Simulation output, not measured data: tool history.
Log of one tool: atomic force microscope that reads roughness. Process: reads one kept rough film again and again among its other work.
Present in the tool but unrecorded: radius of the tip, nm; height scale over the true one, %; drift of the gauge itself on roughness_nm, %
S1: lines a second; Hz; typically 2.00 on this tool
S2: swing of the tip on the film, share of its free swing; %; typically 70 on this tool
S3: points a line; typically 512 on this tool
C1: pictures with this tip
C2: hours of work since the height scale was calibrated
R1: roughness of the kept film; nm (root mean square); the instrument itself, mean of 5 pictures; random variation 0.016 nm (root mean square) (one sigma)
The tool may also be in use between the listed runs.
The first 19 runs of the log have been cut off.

Run 20, day 49.604: usual settings but S1 0.85 Hz, S2 65 %; C1 88; C2 772. Result: R1 3.636 nm (root mean square).
At day 49.783: new tip fitted.
Run 21, day 52.092: usual settings but S1 0.77 Hz; C1 67; C2 815. Result: R1 3.652 nm (root mean square).
At day 52.967: new tip fitted.
Run 22, day 54.729: usual settings but S3 424; C1 51; C2 861. Result: R1 3.621 nm (root mean square).
At day 56.308: new tip fitted.
Run 23, day 58.417: usual settings but S1 0.75 Hz, S2 82 %, S3 643; C1 61; C2 925. Result: R1 3.626 nm (root mean square).
At day 59.533: new tip fitted.
Run 24, day 60.408: usual settings but S2 82 %, S3 297; C1 25; C2 959. Result: R1 3.554 nm (root mean square).
At day 62.917: new tip fitted.
Run 25, day 63.350: usual settings but S2 80 %, S3 297; C1 12; C2 1010. Result: R1 3.643 nm (root mean square).
Run 26, day 65.325: usual settings but S3 360; C1 70; C2 1044. Result: R1 3.548 nm (root mean square).
At day 66.271: new tip fitted.
Run 27, day 66.867: usual settings but S3 360; C1 17; C2 1071. Result: R1 3.730 nm (root mean square).
At day 69.479: new tip fitted.
Run 28, day 69.675: usual settings but S1 1.28 Hz, S2 89 %, S3 360; C1 5; C2 1119. Result: R1 3.655 nm (root mean square).
Run 29, day 72.446: usual settings but S1 0.96 Hz, S2 85 %, S3 360; C1 86; C2 1168. Result: R1 3.477 nm (root mean square).
At day 72.792: new tip fitted.
Run 30, day 75.829: usual settings but S1 0.96 Hz, S2 85 %, S3 360; C1 88; C2 1226. Result: R1 3.449 nm (root mean square).
At day 76.117: new tip fitted.
Run 31, day 78.192: usual settings but S1 0.96 Hz, S2 85 %, S3 360; C1 60; C2 1267. Result: R1 3.525 nm (root mean square).

5 options for the next run, each taken on its own from the tool as it stands now. Forecast them:
At day 79.333: new tip fitted.
Run A, day 80.042: usual settings but S1 2.04 Hz, S2 85 %, S3 301; C1 21; C2 1299. Result: R1 ?.
At day 79.333: new tip fitted.
Run B, day 80.042: usual settings but S1 3.13 Hz, S2 85 %, S3 295; C1 21; C2 1299. Result: R1 ?.
At day 79.333: new tip fitted.
Run C, day 80.042: usual settings but S2 83 %; C1 21; C2 1299. Result: R1 ?.
At day 79.333: new tip fitted.
Run D, day 80.042: usual settings but S1 1.12 Hz, S2 61 %, S3 867; C1 21; C2 1299. Result: R1 ?.
At day 79.333: new tip fitted.
Run E, day 80.042: usual settings but S1 3.28 Hz, S2 59 %, S3 393; C1 21; C2 1299. Result: R1 ?.

run     R1
  A  3.473
  B  3.277
  C  3.558
  D  3.862
  E  3.772
With no hidden state in the tool, these same runs would have given:
run     R1
  A  3.582
  B  3.381
  C  3.670
  D  3.983
  E  3.891
